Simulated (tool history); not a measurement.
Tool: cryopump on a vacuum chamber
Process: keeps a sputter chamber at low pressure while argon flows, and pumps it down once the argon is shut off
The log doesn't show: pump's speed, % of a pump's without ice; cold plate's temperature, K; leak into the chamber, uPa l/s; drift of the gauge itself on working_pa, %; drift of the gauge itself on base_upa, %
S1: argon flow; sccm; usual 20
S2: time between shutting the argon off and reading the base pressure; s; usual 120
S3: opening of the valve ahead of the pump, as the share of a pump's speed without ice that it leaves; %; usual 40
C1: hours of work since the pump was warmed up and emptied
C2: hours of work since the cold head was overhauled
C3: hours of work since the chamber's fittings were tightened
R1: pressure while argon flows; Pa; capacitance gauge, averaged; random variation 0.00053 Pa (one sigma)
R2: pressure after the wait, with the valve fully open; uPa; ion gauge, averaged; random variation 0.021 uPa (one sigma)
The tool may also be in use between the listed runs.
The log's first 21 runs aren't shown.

run,hour,S1,S2,S3,C1,C2,C3,R1,R2
22,271.7,22,120,55,416,416,31,0.0391,0.46
23,280.4,20,234,41,421,421,36,0.0467,0.36
24,291.3,20,23,22,427,427,41,0.0812,1.17
25,306.7,20,23,22,435,435,50,0.0813,1.15
26,317.5,14,294,37,441,441,56,0.0363,0.42
27,324.8,35,44,48,445,445,60,0.0710,0.79
28,336.9,35,44,48,451,451,66,0.0704,0.85
29,348.1,16,120,16,457,457,72,0.0886,0.54
30,363.5,27,112,16,466,466,81,0.1498,0.54
31,374.5,27,112,16,472,472,87,0.1492,0.59
32,383.4,17,120,40,477,477,91,0.0406,0.59
33,392.1,10,105,27,481,481,96,0.0332,0.60

Run 34 comes next. What will it give?
34,402.8,18,61,16,487,487,102,?,?

{"run 34": {"R1": 0.0998, "R2": 0.74}}
Without the tool's hidden state the same run would have given R1 0.0939 Pa, R2 0.45 uPa.
